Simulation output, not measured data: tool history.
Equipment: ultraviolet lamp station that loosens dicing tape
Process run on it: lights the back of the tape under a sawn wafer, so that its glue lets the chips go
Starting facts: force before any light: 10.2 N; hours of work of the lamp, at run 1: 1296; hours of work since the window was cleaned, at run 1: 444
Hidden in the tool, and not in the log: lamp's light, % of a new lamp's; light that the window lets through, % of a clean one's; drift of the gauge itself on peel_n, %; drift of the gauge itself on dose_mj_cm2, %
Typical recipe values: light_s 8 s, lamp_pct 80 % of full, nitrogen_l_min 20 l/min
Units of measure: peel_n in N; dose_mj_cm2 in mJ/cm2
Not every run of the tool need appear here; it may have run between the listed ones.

run	hour	light_s	lamp_pct	nitrogen_l_min	hours of work of the lamp	hours of work since the window was cleaned	peel_n	dose_mj_cm2
1	0	8	80	20	1296	444	1.049	172
2	75.6	8	80	20	1332	480	1.118	170
3	163	9	80	20	1374	522	0.902	186
# hour 193.3: window cleaned of glue's vapour
4	224.1	8	68	20	1403	15	1.873	124
5	274.3	8	92	20	1427	39	1.125	169
6	343.8	8	92	20	1460	72	1.139	160
# hour 353.4: window cleaned of glue's vapour, once more
7	393.1	8	80	21	1483	19	0.859	186
8	473.5	8	71	20	1522	57	1.208	160
9	557.5	8	71	20	1562	98	1.263	157
10	609.8	8	71	20	1587	123	1.314	156
11	687.2	8	71	20	1624	159	1.328	153
12	767.8	8	80	20	1662	198	1.153	168
13	825.2	11	88	8	1690	225	0.829	249
14	896.6	8	74	21	1724	260	1.338	150
15	981.5	4	71	15	1764	300	4.143	70
16	1046.5	4	71	15	1795	331	4.225	69
17	1087.8	4	80	27	1815	351	3.289	78
18	1134.1	4	80	27	1837	373	3.414	75
19	1184	5	65	27	1861	397	3.401	75
20	1245.5	8	76	9	1891	426	2.254	140
21	1300.8	15	76	24	1917	453	0.453	252
22	1342.6	6	75	9	1937	473	3.423	102
23	1389	10	62	20	1959	495	1.62	133

3 ways to go on from here, each from the tool as it stands after run 23. What would each give?
A	1440.7	14	72	34	1984	519	?	?
B	1440.7	10	67	11	1984	519	?	?
C	1440.7	13	83	20	1984	519	?	?

run	peel_n	dose_mj_cm2
A	0.543	217
B	1.966	145
C	0.582	232
Without the tool's unlogged condition, the same runs would have read:
run	peel_n	dose_mj_cm2
A	0.241	431
B	0.537	288
C	0.237	462
